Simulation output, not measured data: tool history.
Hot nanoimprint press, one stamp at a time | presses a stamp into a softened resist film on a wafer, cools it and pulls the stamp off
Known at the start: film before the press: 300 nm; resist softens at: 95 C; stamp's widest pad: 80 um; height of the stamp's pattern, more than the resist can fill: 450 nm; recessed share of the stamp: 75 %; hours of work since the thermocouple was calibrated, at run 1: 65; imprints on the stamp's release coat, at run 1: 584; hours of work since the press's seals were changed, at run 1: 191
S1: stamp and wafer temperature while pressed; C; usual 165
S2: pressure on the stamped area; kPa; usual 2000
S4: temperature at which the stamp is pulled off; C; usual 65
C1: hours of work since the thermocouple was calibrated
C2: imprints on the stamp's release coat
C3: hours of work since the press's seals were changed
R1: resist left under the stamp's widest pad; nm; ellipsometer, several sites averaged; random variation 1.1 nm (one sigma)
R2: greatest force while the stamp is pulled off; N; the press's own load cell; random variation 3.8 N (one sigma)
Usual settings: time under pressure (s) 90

run 1 hour=0 | S1=165 S2=2000 time_under_pressure_(s)=90 S4=65 | C1=65 C2=584 C3=191 | R1=152.1 R2=250
run 2 hour=7.5 | S1=165 S2=2000 time_under_pressure_(s)=90 S4=65 | C1=68 C2=596 C3=194 | R1=153.4 R2=252
run 3 hour=16.6 | S1=165 S2=2000 time_under_pressure_(s)=90 S4=65 | C1=73 C2=610 C3=199 | R1=154.5 R2=248
run 4 hour=26.9 | S1=165 S2=2000 time_under_pressure_(s)=90 S4=65 | C1=77 C2=625 C3=203 | R1=154.2 R2=241
-- hour=30.9 plate thermocouple calibrated
run 5 hour=45.4 | S1=165 S2=2000 time_under_pressure_(s)=126 S4=65 | C1=7 C2=649 C3=211 | R1=135.2 R2=256
run 6 hour=51.8 | S1=165 S2=2000 time_under_pressure_(s)=126 S4=65 | C1=10 C2=658 C3=214 | R1=132.9 R2=255
-- hour=64.2 plate thermocouple calibrated, once more
run 7 hour=68.2 | S1=165 S2=2000 time_under_pressure_(s)=126 S4=65 | C1=2 C2=679 C3=220 | R1=138.7 R2=250
run 8 hour=79.4 | S1=165 S2=2690 time_under_pressure_(s)=107 S4=65 | C1=7 C2=696 C3=225 | R1=128 R2=252
run 9 hour=89.6 | S1=165 S2=2690 time_under_pressure_(s)=107 S4=65 | C1=12 C2=711 C3=230 | R1=129.2 R2=255
run 10 hour=98.8 | S1=155 S2=2000 time_under_pressure_(s)=90 S4=54 | C1=16 C2=725 C3=234 | R1=235.2 R2=302
run 11 hour=110.7 | S1=165 S2=3130 time_under_pressure_(s)=90 S4=65 | C1=22 C2=743 C3=239 | R1=125.3 R2=257
run 12 hour=125.6 | S1=165 S2=3040 time_under_pressure_(s)=90 S4=57 | C1=28 C2=766 C3=246 | R1=128.5 R2=281
run 13 hour=134.5 | S1=159 S2=3040 time_under_pressure_(s)=90 S4=57 | C1=33 C2=779 C3=250 | R1=172.9 R2=288

5 ways to go on from here, each from the tool as it stands after run 13. What would each give?
run A hour=142 | S1=159 S2=3040 time_under_pressure_(s)=48 S4=57 | C1=36 C2=790 C3=254 | R1=? R2=?
run B hour=142 | S1=165 S2=2000 time_under_pressure_(s)=90 S4=61 | C1=36 C2=790 C3=254 | R1=? R2=?
run C hour=142 | S1=159 S2=3040 time_under_pressure_(s)=61 S4=57 | C1=36 C2=790 C3=254 | R1=? R2=?
run D hour=142 | S1=167 S2=3040 time_under_pressure_(s)=114 S4=57 | C1=36 C2=790 C3=254 | R1=? R2=?
run E hour=142 | S1=161 S2=2000 time_under_pressure_(s)=79 S4=65 | C1=36 C2=790 C3=254 | R1=? R2=?

run=A R1=209 R2=291
run=B R1=154.5 R2=277
run=C R1=194 R2=288
run=D R1=104 R2=301
run=E R1=195.7 R2=264
Without the tool's hidden state the same runs would have given:
run=A R1=208.5 R2=256
run=B R1=154.2 R2=244
run=C R1=193.5 R2=254
run=D R1=103.5 R2=265
run=E R1=195.4 R2=233

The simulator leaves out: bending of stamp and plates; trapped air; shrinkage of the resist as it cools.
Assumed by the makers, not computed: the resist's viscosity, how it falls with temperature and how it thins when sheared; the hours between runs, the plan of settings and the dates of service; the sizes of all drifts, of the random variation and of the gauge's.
